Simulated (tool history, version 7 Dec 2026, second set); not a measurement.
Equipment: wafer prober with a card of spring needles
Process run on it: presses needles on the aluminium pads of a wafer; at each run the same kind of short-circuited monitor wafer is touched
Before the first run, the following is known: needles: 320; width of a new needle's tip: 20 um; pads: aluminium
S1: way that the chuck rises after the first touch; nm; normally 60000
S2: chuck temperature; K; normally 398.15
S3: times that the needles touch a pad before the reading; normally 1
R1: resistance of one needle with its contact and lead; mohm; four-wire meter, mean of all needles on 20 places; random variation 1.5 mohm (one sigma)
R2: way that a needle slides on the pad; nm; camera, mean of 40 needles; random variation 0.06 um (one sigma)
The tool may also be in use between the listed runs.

run     day     S1      S2  S3   R1     R2
  1   0.000  60000  398.15   1  148  13230
  2   1.983  73000  398.15   1  143  15880
  3   4.658  73000  398.15   1  144  16020
  4   7.854  41000  398.15   1  156   9020
  5   9.671  60000  398.15   3  149  13050
  6  12.075  60000  398.15   3  148  13070
  7  14.712  60000  398.15   3  151  13020
  8  16.929  60000  398.15   3  149  13060
  9  18.779  60000  398.15   3  147  12960
 10  20.417  60000  398.15   3  147  13020
 11  22.833  60000  398.15   3  147  13020
 12  25.188  49000  398.15   2  154  10620
 13  26.638  60000  303.15   1  131  13050
 14  28.483  60000  303.15   1  133  12970
 15  31.942  42000  324.15   1  142   9010
 16  35.233  60000  346.15   1  139  12840
 17  37.200  60000  346.15   1  137  13170
 18  39.162  46000  310.15   1  140  10110
 19  40.854  46000  310.15   1  135  10050
 20  43.850  74000  310.15   1  129  16030
 21  45.933  65000  369.15   1  141  14150
 22  48.262  60000  349.15   1  139  13100

Not shown here: 103 entries made in the log between runs. Locate each between two listed runs and compare the hidden state at the listed run before it with the hidden state at the listed run after it:
Runs 1 to 2: tips cleaned on abrasive film (day 0.112); tips cleaned on abrasive film (day 0.554); tips cleaned on abrasive film (day 0.996); tips cleaned on abrasive film (day 1.438); tips cleaned on abrasive film (day 1.983)
  debris on the tips, nm: 0.2 -> 0; way that the needles fall short of the set height, um: 0 -> 0.01; drift of the gauge itself on scrub_um, %: 0 -> -0.13
  measured less the result without the state, R2: +0 -> -20 nm
Runs 2 to 3: tips cleaned on abrasive film (day 2.533); tips cleaned on abrasive film (day 2.975); tips cleaned on abrasive film (day 3.525); tips cleaned on abrasive film (day 4.075); tips cleaned on abrasive film (day 4.517)
  debris on the tips, nm: 0 -> 0.1; drift of the gauge itself on scrub_um, %: -0.13 -> -0.31
  measured less the result without the state, R2: -20 -> -50 nm
Runs 3 to 4: tips cleaned on abrasive film (day 4.992); tips cleaned on abrasive film (day 5.433); tips cleaned on abrasive film (day 5.875); tips cleaned on abrasive film (day 6.425); tips cleaned on abrasive film (day 6.867); height of the first contact set anew (day 6.879); tips cleaned on abrasive film (day 7.321); tips cleaned on abrasive film (day 7.854)
  debris on the tips, nm: 0.1 -> 0; way that the needles fall short of the set height, um: 0.01 -> 0; drift of the gauge itself on scrub_um, %: -0.31 -> -0.52
  measured less the result without the state, R2: -50 -> -50 nm
Runs 4 to 5: tips cleaned on abrasive film (day 8.292); tips cleaned on abrasive film (day 8.846); tips cleaned on abrasive film (day 9.288)
  debris on the tips, nm: 0 -> 0.2; drift of the gauge itself on scrub_um, %: -0.52 -> -0.64
  measured less the result without the state, R2: -50 -> -90 nm
Runs 5 to 6: tips cleaned on abrasive film (day 9.783); tips cleaned on abrasive film (day 10.225); tips cleaned on abrasive film (day 10.667); tips cleaned on abrasive film (day 11.217); tips cleaned on abrasive film (day 11.658)
  drift of the gauge itself on scrub_um, %: -0.64 -> -0.8
  measured less the result without the state, R2: -90 -> -110 nm
Runs 6 to 7: tips cleaned on abrasive film (day 12.188); tips cleaned on abrasive film (day 12.629); tips cleaned on abrasive film (day 13.179); tips cleaned on abrasive film (day 13.621); tips cleaned on abrasive film (day 14.062); tips cleaned on abrasive film (day 14.612)
  debris on the tips, nm: 0.2 -> 0.1; drift of the gauge itself on scrub_um, %: -0.8 -> -0.98
  measured less the result without the state, R2: -110 -> -130 nm
Runs 7 to 8: tips cleaned on abrasive film (day 15.154); tips cleaned on abrasive film (day 15.704); tips cleaned on abrasive film (day 16.254); tips cleaned on abrasive film (day 16.696)
  drift of the gauge itself on scrub_um, %: -0.98 -> -1.13
  measured less the result without the state, R2: -130 -> -150 nm
Runs 8 to 9: tips cleaned on abrasive film (day 17.150); tips cleaned on abrasive film (day 17.592); tips cleaned on abrasive film (day 18.142); tips cleaned on abrasive film (day 18.692)
  way that the needles fall short of the set height, um: 0 -> 0.01; drift of the gauge itself on scrub_um, %: -1.13 -> -1.25
  measured less the result without the state, R2: -150 -> -170 nm
Runs 9 to 10: tips cleaned on abrasive film (day 19.221); tips cleaned on abrasive film (day 19.771); tips cleaned on abrasive film (day 20.212)
  drift of the gauge itself on scrub_um, %: -1.25 -> -1.36
  measured less the result without the state, R2: -170 -> -180 nm
Runs 10 to 11: tips cleaned on abrasive film (day 20.750); tips cleaned on abrasive film (day 21.300); tips cleaned on abrasive film (day 21.742); tips cleaned on abrasive film (day 22.183); tips cleaned on abrasive film (day 22.733)
  drift of the gauge itself on scrub_um, %: -1.36 -> -1.52
  measured less the result without the state, R2: -180 -> -200 nm
Runs 11 to 12: tips cleaned on abrasive film (day 23.275); height of the first contact set anew (day 23.504); tips cleaned on abrasive film (day 23.729); tips cleaned on abrasive film (day 24.171); tips cleaned on abrasive film (day 24.721); tips cleaned on abrasive film (day 25.162)
  debris on the tips, nm: 0.1 -> 0; way that the needles fall short of the set height, um: 0.01 -> 0; drift of the gauge itself on scrub_um, %: -1.52 -> -1.67
  measured less the result without the state, R2: -200 -> -180 nm
Runs 12 to 13: tips cleaned on abrasive film (day 25.629); tips cleaned on abrasive film (day 26.183); tips cleaned on abrasive film (day 26.621)
  drift of the gauge itself on scrub_um, %: -1.67 -> -1.77
  measured less the result without the state, R2: -180 -> -240 nm
Runs 13 to 14: tips cleaned on abrasive film (day 27.079); tips cleaned on abrasive film (day 27.521); tips cleaned on abrasive film (day 27.962); tips cleaned on abrasive film (day 28.483)
  drift of the gauge itself on scrub_um, %: -1.77 -> -1.89
  measured less the result without the state, R2: -240 -> -250 nm
Runs 14 to 15: tips cleaned on abrasive film (day 28.921); tips cleaned on abrasive film (day 29.475); tips cleaned on abrasive film (day 30.025); tips cleaned on abrasive film (day 30.467); tips cleaned on abrasive film (day 31.017); tips cleaned on abrasive film (day 31.458); tips cleaned on abrasive film (day 31.942)
  drift of the gauge itself on scrub_um, %: -1.89 -> -2.12
  measured less the result without the state, R2: -250 -> -200 nm
Runs 15 to 16: tips cleaned on abrasive film (day 32.492); tips cleaned on abrasive film (day 32.933); tips cleaned on abrasive film (day 33.483); tips cleaned on abrasive film (day 33.925); tips cleaned on abrasive film (day 34.367); tips cleaned on abrasive film (day 34.917)
  debris on the tips, nm: 0 -> 0.1; way that the needles fall short of the set height, um: 0 -> 0.01; drift of the gauge itself on scrub_um, %: -2.12 -> -2.34
  measured less the result without the state, R2: -200 -> -310 nm
Runs 16 to 17: tips cleaned on abrasive film (day 35.458); tips cleaned on abrasive film (day 35.900); gauge calibrated (day 36.117); tips cleaned on abrasive film (day 36.450); tips cleaned on abrasive film (day 37.000)
  drift of the gauge itself on scrub_um, %: -2.34 -> -0.07
  measured less the result without the state, R2: -310 -> -10 nm
Runs 17 to 18: tips cleaned on abrasive film (day 37.533); tips cleaned on abrasive film (day 37.975); tips cleaned on abrasive film (day 38.525); tips cleaned on abrasive film (day 39.075)
  drift of the gauge itself on scrub_um, %: -0.07 -> -0.2
  measured less the result without the state, R2: -10 -> -20 nm
Runs 18 to 19: tips cleaned on abrasive film (day 39.604); tips cleaned on abrasive film (day 40.046); height of the first contact set anew (day 40.167); tips cleaned on abrasive film (day 40.500)
  debris on the tips, nm: 0.1 -> 0.2; way that the needles fall short of the set height, um: 0.01 -> 0; tips' diameter, um: 20.02 -> 20.03; drift of the gauge itself on scrub_um, %: -0.2 -> -0.31
  measured less the result without the state, R2: -20 -> -30 nm
Runs 19 to 20: tips cleaned on abrasive film (day 40.971); tips cleaned on abrasive film (day 41.408); tips cleaned on abrasive film (day 41.850); tips cleaned on abrasive film (day 42.292); tips cleaned on abrasive film (day 42.842); tips cleaned on abrasive film (day 43.283); tips cleaned on abrasive film (day 43.725)
  debris on the tips, nm: 0.2 -> 0.1; drift of the gauge itself on scrub_um, %: -0.31 -> -0.51
  measured less the result without the state, R2: -30 -> -90 nm
Runs 20 to 21: tips cleaned on abrasive film (day 44.183); tips cleaned on abrasive film (day 44.621); tips cleaned on abrasive film (day 45.062); tips cleaned on abrasive film (day 45.504)
  debris on the tips, nm: 0.1 -> 0.2; drift of the gauge itself on scrub_um, %: -0.51 -> -0.65
  measured less the result without the state, R2: -90 -> -90 nm
Runs 21 to 22: tips cleaned on abrasive film (day 46.046); tips cleaned on abrasive film (day 46.596); tips cleaned on abrasive film (day 47.038); tips cleaned on abrasive film (day 47.588); tips cleaned on abrasive film (day 48.138)
  debris on the tips, nm: 0.2 -> 0.1; drift of the gauge itself on scrub_um, %: -0.65 -> -0.81
  measured less the result without the state, R2: -90 -> -100 nm
